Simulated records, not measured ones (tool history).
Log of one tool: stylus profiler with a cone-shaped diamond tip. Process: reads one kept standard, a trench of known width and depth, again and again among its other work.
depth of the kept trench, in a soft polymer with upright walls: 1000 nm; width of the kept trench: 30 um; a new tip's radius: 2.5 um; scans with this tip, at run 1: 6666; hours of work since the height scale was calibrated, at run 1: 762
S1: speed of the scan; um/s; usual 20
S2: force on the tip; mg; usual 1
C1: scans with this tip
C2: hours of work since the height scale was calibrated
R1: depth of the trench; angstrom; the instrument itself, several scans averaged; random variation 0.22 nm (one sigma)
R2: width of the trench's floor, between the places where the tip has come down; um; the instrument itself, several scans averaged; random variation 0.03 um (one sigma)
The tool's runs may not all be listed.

run    hour  S1    S2     C1    C2       R1     R2
  1       0  20     1   6666   762  10027.3  24.78
  2    22.1  20     1   6766   774  10022.7  24.73
  3    46.6  20     1   6877   787    10030  24.74
  4    65.7  10     1   6964   797  10026.3   24.8
  5   101.8  10   0.5   7128   815  10004.5  24.74
  6   132.8  73     1   7268   831  10031.5  24.39
  7   156.2  73     1   7374   844  10025.7   24.3
  8   174.3  73     1   7457   853  10025.5  24.32
  9   204.5  73     1   7593   869  10023.7  24.36
 10   228.2  73  0.71   7701   881  10015.1  24.19
 11   257.9  73  0.64   7836   896  10013.3  24.21
 12   288.6  73  0.64   7975   912  10010.1   24.1
 13   306.3  73  0.64   8056   921  10011.9  24.12
 14   324.5  73  0.64   8138   931  10016.6  24.13
 15   340.1  73  0.64   8209   939  10004.9  24.09
 16     378  73  0.64   8381   959  10013.4  24.04
 17     410   5     1   8526   975  10019.9  24.65
 18   437.8  20     1   8652   990  10023.8  24.48
 19   458.6  20   1.4   8747  1001  10037.6  24.51
 20   483.6  10   1.4   8860  1014  10036.6  24.58
 21   509.5  10   1.4   8978  1027  10038.6  24.54
 22   530.9  20     1   9075  1038  10022.4  24.47
 23   568.5  20     1   9245  1058  10020.5  24.41
 24   593.1  15  2.25   9357  1070  10058.7   24.4
 25   628.2   8  0.51   9516  1089  10002.9  24.48
 26   647.2  27  0.51   9603  1098   9999.3  24.29
 27   682.6   8     1   9763  1117  10024.2  24.46
 28   698.8   8     1   9837  1125  10022.6  24.42
 29   723.8  20  2.17   9950  1138  10056.3  24.38
 30   740.8   5  0.37  10027  1147   9996.4  24.37
 31   776.9   5  0.37  10191  1166   9993.8  24.38
 32   803.5  15  2.54  10312  1180    10060  24.34
 33   841.2  55  2.54  10483  1199  10064.5  24.17
 34   860.3  57  2.36  10570  1209  10056.2  24.13
 35     879  52  1.02  10654  1219  10018.2  24.05
 36   899.7  49  1.02  10748  1230  10013.1  24.03
 37   923.8  33  1.74  10857  1242  10038.7  24.16
 38   941.7  18  0.36  10939  1251   9994.9  24.21
 39   967.7  14  2.59  11057  1265  10059.9  24.26
 40   994.9  23   1.1  11180  1279  10017.3   24.2
 41  1016.7  35  0.51  11279  1290   9999.5  24.01
 42  1032.6  12  1.24  11351  1298  10024.5  24.21
 43  1067.1   6  0.45  11508  1316   9994.9  24.17
 44  1104.3   6  0.45  11677  1336   9993.8  24.21
 45  1120.3   5  0.71  11749  1344    10001  24.16
 46  1145.5   5   1.6  11863  1357  10040.5  24.16

The same runs without the tool's hidden state, with the same run-to-run variation:
The hidden state here: radius of the tip, um; height scale over the true one, %; drift of the gauge itself on depth_nm, %; drift of the gauge itself on floor_um, %.
run       R1     R2
  1  10050.4  25.89
  2    10046  25.86
  3  10053.6  25.89
  4  10050.1  25.95
  5  10028.7  25.92
  6  10056.1  25.58
  7  10050.5  25.51
  8  10050.5  25.54
  9    10049   25.6
 10  10040.7  25.45
 11  10039.1  25.49
 12  10036.3  25.39
 13  10038.3  25.42
 14  10043.2  25.44
 15  10031.6  25.41
 16  10040.6  25.38
 17  10047.4  26.01
 18  10051.6  25.86
 19  10065.8   25.9
 20    10065  25.99
 21  10067.2  25.96
 22  10051.3   25.9
 23  10049.8  25.86
 24  10088.3  25.87
 25  10032.8  25.97
 26  10029.4  25.79
 27  10054.8  25.98
 28  10053.3  25.95
 29  10087.3  25.92
 30  10027.4  25.93
 31  10025.2  25.95
 32  10091.9  25.93
 33  10096.9  25.78
 34  10088.8  25.75
 35  10050.8  25.69
 36  10045.9  25.68
 37  10071.8  25.82
 38  10028.1  25.88
 39  10093.6  25.95
 40  10051.1   25.9
 41  10033.5  25.72
 42  10058.8  25.93
 43  10029.5   25.9
 44  10028.7  25.97
 45  10036.1  25.93
 46    10076  25.94

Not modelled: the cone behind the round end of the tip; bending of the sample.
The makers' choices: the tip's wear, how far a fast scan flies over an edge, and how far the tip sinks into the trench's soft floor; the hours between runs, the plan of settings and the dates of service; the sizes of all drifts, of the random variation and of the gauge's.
